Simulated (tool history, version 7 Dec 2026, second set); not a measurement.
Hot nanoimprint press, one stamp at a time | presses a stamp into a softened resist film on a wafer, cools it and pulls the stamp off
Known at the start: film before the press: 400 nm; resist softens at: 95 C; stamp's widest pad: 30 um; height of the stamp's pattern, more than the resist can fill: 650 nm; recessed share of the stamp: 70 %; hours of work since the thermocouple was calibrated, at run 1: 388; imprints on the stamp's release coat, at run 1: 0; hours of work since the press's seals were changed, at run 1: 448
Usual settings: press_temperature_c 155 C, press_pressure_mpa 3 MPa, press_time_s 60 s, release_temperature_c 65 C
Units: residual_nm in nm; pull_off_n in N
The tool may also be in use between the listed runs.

run	hour	press_temperature_c	press_pressure_mpa	press_time_s	release_temperature_c	hours of work since the thermocouple was calibrated	imprints on the stamp's release coat	hours of work since the press's seals were changed	residual_nm	pull_off_n
1	0	155	3	60	65	388	0	448	136.4	105
2	43.3	155	3.37	60	65	410	110	470	127.1	107
3	67.4	155	3.37	60	65	423	171	482	126	108
# hour 75.1: plate thermocouple calibrated
4	112.6	155	3.37	60	65	19	278	504	124.9	111
5	137.9	155	3.37	60	65	32	342	517	124.6	110
6	169.6	155	1.94	60	65	49	422	533	168.9	111
7	209.1	155	1.94	60	65	69	522	554	168.4	113
8	237.7	155	1.94	60	65	84	595	568	169.4	114
9	275.8	155	1.94	60	65	103	691	588	168.6	115

The next listed run, before its measurement:
10	298.9	155	1.94	60	65	115	750	600	?	?

residual_nm: 168.1 nm
pull_off_n: 121 N
Without the tool's hidden state the same run would have given residual_nm 180.7 nm, pull_off_n 108 N.

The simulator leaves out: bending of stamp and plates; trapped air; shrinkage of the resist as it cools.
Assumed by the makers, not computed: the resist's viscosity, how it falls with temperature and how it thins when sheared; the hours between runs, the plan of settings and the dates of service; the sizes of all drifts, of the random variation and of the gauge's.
